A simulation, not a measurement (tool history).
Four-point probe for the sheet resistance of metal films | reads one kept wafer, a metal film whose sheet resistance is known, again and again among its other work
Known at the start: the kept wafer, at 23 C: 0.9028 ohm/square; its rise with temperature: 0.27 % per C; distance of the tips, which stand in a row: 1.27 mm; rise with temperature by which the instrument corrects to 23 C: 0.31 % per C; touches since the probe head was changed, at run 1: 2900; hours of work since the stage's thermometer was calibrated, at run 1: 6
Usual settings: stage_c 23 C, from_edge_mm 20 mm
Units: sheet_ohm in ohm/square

run,day,stage_c,from_edge_mm,touches since the probe head was changed,hours of work since the stage's thermometer was calibrated,sheet_ohm
1,0.000,23,20,2900,6,0.904596
2,0.838,23,6,3512,18,0.923972
3,1.612,23,20,4079,30,0.904586
4,2.371,23,20,4632,41,0.904998
5,2.750,23,3,4911,47,0.981526
6,3.583,23,20,5520,59,0.904568
7,4.258,23,20,6011,69,0.904918
8,5.146,23,20,6660,83,0.904569
9,6.000,23,20,7284,96,0.904626
10,6.400,19,4,7575,102,0.950187
11,7.125,21,34,8105,112,0.903909
12,7.542,23,3,8410,119,0.981463
13,8.112,24,28,8829,127,0.903474
14,8.738,24,9,9286,137,0.912098

Run 15 comes next. What will it give?
15,9.525,24,9,9860,148,?

Run 15 gave sheet_ohm 0.912048 ohm/square.
Without the tool's hidden state the same run would have given sheet_ohm 0.912184 ohm/square.
